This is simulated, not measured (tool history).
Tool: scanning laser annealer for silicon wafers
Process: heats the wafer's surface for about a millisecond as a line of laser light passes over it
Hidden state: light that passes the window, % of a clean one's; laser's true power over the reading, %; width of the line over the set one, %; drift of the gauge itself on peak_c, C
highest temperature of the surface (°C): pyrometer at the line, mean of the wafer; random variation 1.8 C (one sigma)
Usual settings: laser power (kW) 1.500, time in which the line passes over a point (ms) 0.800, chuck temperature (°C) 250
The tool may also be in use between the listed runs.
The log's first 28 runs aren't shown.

| run | hour | laser power (kW) | time in which the line passes over a point (ms) | chuck temperature (°C) | hours of work since the window was cleaned | hours of work since the power meter was calibrated | hours of work since the optics were aligned | highest temperature of the surface (°C) |
|---|---|---|---|---|---|---|---|---|
| 29 | 1533.0 | 1.647 | 0.745 | 249 | 34 | 1865 | 919 | 1072 |
| 30 | 1571.7 | 1.475 | 0.974 | 282 | 54 | 1886 | 939 | 1115 |
| 31 | 1604.9 | 1.475 | 0.974 | 282 | 72 | 1903 | 957 | 1112 |
|  | 1647.2 | optics aligned, line set to its width |
| 32 | 1673.7 | 1.500 | 0.800 | 231 | 106 | 1937 | 14 | 1009 |
| 33 | 1734.0 | 1.372 | 0.637 | 248 | 138 | 1969 | 46 | 865 |
| 34 | 1766.6 | 1.372 | 0.637 | 248 | 155 | 1987 | 64 | 869 |
| 35 | 1811.2 | 1.372 | 0.637 | 248 | 179 | 2010 | 87 | 866 |
| 36 | 1860.0 | 1.561 | 0.802 | 239 | 205 | 2036 | 113 | 1047 |
| 37 | 1904.2 | 1.561 | 0.802 | 239 | 228 | 2060 | 137 | 1040 |
| 38 | 1961.7 | 1.559 | 0.653 | 224 | 259 | 2091 | 167 | 944 |

3 ways to go on from here, each from the tool as it stands after run 38. What would each give?
| A | 1996.8 | 1.559 | 0.611 | 224 | 278 | 2109 | 186 | ? |
| B | 1996.8 | 1.554 | 0.624 | 257 | 278 | 2109 | 186 | ? |
| C | 1996.8 | 1.474 | 0.606 | 239 | 278 | 2109 | 186 | ? |

| run | highest temperature of the surface (°C) |
|---|---|
| A | 916 |
| B | 954 |
| C | 886 |
Without the tool's hidden state the same runs would have given:
| run | highest temperature of the surface (°C) |
|---|---|
| A | 938 |
| B | 976 |
| C | 907 |
